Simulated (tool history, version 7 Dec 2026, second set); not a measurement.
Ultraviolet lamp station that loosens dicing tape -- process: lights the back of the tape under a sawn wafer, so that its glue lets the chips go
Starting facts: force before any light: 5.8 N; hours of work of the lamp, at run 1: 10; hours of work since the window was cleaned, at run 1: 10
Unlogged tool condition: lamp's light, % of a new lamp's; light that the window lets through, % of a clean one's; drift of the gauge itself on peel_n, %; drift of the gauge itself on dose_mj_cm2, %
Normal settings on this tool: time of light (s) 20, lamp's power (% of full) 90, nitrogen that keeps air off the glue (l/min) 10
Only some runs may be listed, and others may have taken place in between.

run,day,time of light (s),lamp's power (% of full),nitrogen that keeps air off the glue (l/min),hours of work of the lamp,hours of work since the window was cleaned,force that peels the tape off (N),light that reached the tape (J/m2)
1,0,20,90,10,10,10,0.244,3050
2,0.496,20,90,10,17,17,0.243,3010
3,1.217,39,90,10,26,26,0.189,5820
4,1.933,39,90,10,36,36,0.173,5830
5,2.579,39,90,10,45,45,0.184,5760
6,3.354,18,90,10,55,55,0.293,2660
7,3.708,20,71,10,60,60,0.367,2270
8,4.242,20,90,10,67,67,0.262,2960
9,4.875,20,71,10,76,76,0.356,2340
10,5.633,20,71,10,86,86,0.363,2290
11,6.458,20,90,10,97,97,0.257,2910
12,7.271,20,94,10,108,108,0.258,2990
13,7.771,11,62,7,115,115,1.579,1060
14,8.529,11,62,7,125,125,1.538,1060
15,9.396,32,77,10,137,137,0.218,3880
16,10.208,32,77,10,148,148,0.202,3810
17,10.692,18,91,10,154,154,0.307,2540
18,11.208,18,91,10,161,161,0.322,2530
19,11.667,25,94,11,167,167,0.205,3660
20,12.192,16,65,10,174,174,0.743,1600
21,12.912,16,65,10,184,184,0.729,1580

Expected results for the next run?
22,13.35,16,65,10,190,190,?,?

Run 22 produced force that peels the tape off (N) 0.759, light that reached the tape (J/m2) 1590.
Minus the tool's unlogged condition, the same run would have read force that peels the tape off (N) 0.625, light that reached the tape (J/m2) 1770.

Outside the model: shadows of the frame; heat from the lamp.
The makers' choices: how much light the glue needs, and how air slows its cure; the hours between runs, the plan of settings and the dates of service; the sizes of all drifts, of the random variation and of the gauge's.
